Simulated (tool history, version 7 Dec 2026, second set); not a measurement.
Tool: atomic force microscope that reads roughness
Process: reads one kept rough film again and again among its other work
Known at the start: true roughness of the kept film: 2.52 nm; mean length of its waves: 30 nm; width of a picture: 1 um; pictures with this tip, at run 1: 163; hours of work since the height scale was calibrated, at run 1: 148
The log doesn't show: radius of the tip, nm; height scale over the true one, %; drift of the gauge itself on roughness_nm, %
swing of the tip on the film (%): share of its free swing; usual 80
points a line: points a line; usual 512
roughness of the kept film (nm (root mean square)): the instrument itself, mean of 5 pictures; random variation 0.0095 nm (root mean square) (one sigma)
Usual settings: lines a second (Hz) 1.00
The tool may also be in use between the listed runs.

run,hour,lines a second (Hz),swing of the tip on the film (%),points a line,pictures with this tip,hours of work since the height scale was calibrated,roughness of the kept film (nm (root mean square))
1,0.0,1.00,80,512,163,148,1.895
2,17.3,1.00,73,512,189,156,1.890
3,31.6,1.00,80,512,210,162,1.817
4,41.1,1.00,80,512,224,167,1.812
5,58.3,1.00,80,512,249,175,1.785
# hour 67.3: new tip fitted
6,71.0,1.00,80,512,5,180,2.133
7,87.5,1.00,58,924,29,188,2.156
8,98.9,1.00,64,271,46,193,2.094
9,114.6,1.00,64,271,69,200,2.024
10,130.1,3.61,83,307,92,207,1.703
11,144.2,1.10,75,307,113,214,1.917

Measured less the same run without the tool's hidden state. The same run-to-run variation is in both; the gauge's scatter may not be:
run,roughness of the kept film (nm (root mean square))
1,-0.263
2,-0.302
3,-0.324
4,-0.347
5,-0.375
6,-0.031
7,-0.079
8,-0.112
9,-0.151
10,-0.160
11,-0.216

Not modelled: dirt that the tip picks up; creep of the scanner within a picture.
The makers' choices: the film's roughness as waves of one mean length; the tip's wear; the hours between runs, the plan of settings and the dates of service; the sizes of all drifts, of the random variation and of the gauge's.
